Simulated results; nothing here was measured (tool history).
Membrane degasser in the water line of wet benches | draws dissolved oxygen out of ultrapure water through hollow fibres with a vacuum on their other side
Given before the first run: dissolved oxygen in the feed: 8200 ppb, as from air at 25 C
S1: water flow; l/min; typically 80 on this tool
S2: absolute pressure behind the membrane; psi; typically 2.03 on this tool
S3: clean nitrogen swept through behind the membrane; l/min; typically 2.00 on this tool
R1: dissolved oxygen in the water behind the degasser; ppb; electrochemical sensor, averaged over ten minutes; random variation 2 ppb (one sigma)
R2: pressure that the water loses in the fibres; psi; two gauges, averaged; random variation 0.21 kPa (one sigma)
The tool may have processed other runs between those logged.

run,day,S1,S2,S3,R1,R2
1,0.000,80,2.03,2.00,800.7,7.169
2,9.204,49,2.03,2.00,544.4,4.398
3,14.479,80,2.03,2.00,795.8,7.221
4,23.954,80,2.03,2.00,799.8,7.216
5,29.004,112,2.03,2.00,1033.4,10.129
6,37.121,80,2.03,1.02,1268.0,7.246
7,43.962,80,2.03,1.02,1268.4,7.227
8,49.658,80,2.03,1.02,1271.6,7.200
9,55.846,80,2.03,2.00,801.2,7.327
10,61.079,80,2.03,2.00,802.8,7.192
11,68.283,80,2.03,2.00,799.6,7.221
12,77.392,68,2.03,2.00,702.3,6.108
13,87.479,80,2.03,2.00,795.5,7.233
14,97.825,80,2.03,2.00,796.7,7.262
15,105.004,80,2.03,4.15,445.8,7.242
16,112.621,80,4.22,3.05,1265.8,7.272
17,120.696,80,4.22,3.05,1263.7,7.268
18,131.075,80,4.22,3.05,1270.7,7.220
19,137.967,51,2.03,2.17,524.3,4.598
20,142.575,58,2.03,2.17,582.5,5.292
21,150.779,66,3.16,1.22,1596.6,5.974
22,157.029,72,1.64,3.66,344.1,6.524
23,162.746,109,2.05,2.00,1021.1,9.884
24,167.083,109,2.26,3.32,794.8,9.848
25,174.008,52,2.07,1.80,637.4,4.676
26,179.762,82,2.94,1.34,1615.0,7.419
27,188.883,80,2.03,3.49,514.0,7.232
28,199.333,80,2.03,3.49,514.5,7.263
29,208.875,80,2.03,3.49,517.0,7.269
30,216.238,50,3.48,4.22,537.0,4.519

Put back what was entered between runs (2 entries, withheld): which listed runs does each sit between, and how does the hidden state differ from the listed run before to the listed run after?
In the gap between runs 3 and 4: vacuum gauge calibrated (day 21.300)
  true pressure behind the membrane over the reading, kPa: 0.01 -> 0
In the gap between runs 22 and 23: seals of the vacuum lines changed (day 162.258)
  air that leaks in behind the membrane, l/min: 0.0025 -> 0.002

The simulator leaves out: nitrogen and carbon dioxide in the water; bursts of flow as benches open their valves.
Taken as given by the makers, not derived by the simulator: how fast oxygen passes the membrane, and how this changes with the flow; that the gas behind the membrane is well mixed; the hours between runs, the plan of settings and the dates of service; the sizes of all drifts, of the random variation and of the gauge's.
